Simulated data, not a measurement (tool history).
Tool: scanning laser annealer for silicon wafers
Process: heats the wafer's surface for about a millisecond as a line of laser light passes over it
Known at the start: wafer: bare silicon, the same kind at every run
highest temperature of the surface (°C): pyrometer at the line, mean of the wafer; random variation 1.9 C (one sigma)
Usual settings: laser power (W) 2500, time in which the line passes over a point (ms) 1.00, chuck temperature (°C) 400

run    hour  laser power (W)  time in which the line passes over a point (ms)  chuck temperature (°C)  highest temperature of the surface (°C)
  1     0.0             2500                                             1.00                     400                                     1182
  2    30.4             2500                                             1.00                     400                                     1179
  3    62.7             2500                                             1.00                     400                                     1181
  4   106.9             2500                                             1.00                     400                                     1181
  5   132.7             2500                                             1.00                     400                                     1179
  6   184.8             2500                                             1.00                     403                                     1185
  7   213.9             2500                                             1.00                     380                                     1162
  8   241.6             2500                                             1.00                     380                                     1160
  9   285.0             2500                                             1.00                     380                                     1160
 10   314.7             2500                                             1.19                     400                                     1242
 11   368.2             2500                                             0.99                     400                                     1178
      390.6  -- window over the wafer cleaned
 12   400.4             2500                                             0.99                     436                                     1212
 13   436.6             2500                                             1.00                     400                                     1183
 14   490.6             2500                                             1.00                     400                                     1179
 15   540.1             2418                                             1.19                     400                                     1212
 16   579.5             2676                                             0.75                     383                                     1136
 17   613.3             2234                                             0.75                     427                                     1030
 18   660.1             2651                                             1.03                     431                                     1275
 19   685.7             2651                                             0.97                     428                                     1254
      704.4  -- optics aligned, line set to its width
 20   749.5             2651                                             0.97                     428                                     1255
 21   780.3             2495                                             0.98                     366                                     1137
 22   816.4             2500                                             0.88                     400                                     1145
 23   867.7             2500                                             0.88                     419                                     1159
 24   918.9             2500                                             0.88                     419                                     1157
 25   968.6             2500                                             0.88                     419                                     1159
 26  1020.8             2250                                             0.88                     419                                     1072
 27  1047.2             2500                                             1.00                     418                                     1201

3 ways to go on from here, each from the tool as it stands after run 27. What would each give?
  A  1076.5             2234                                             1.00                     418                                        ?
  B  1076.5             2563                                             1.00                     401                                        ?
  C  1076.5             2500                                             1.00                     362                                        ?

run  highest temperature of the surface (°C)
  A                                     1103
  B                                     1208
  C                                     1144
Without the tool's hidden state the same runs would have given:
run  highest temperature of the surface (°C)
  A                                     1104
  B                                     1208
  C                                     1145
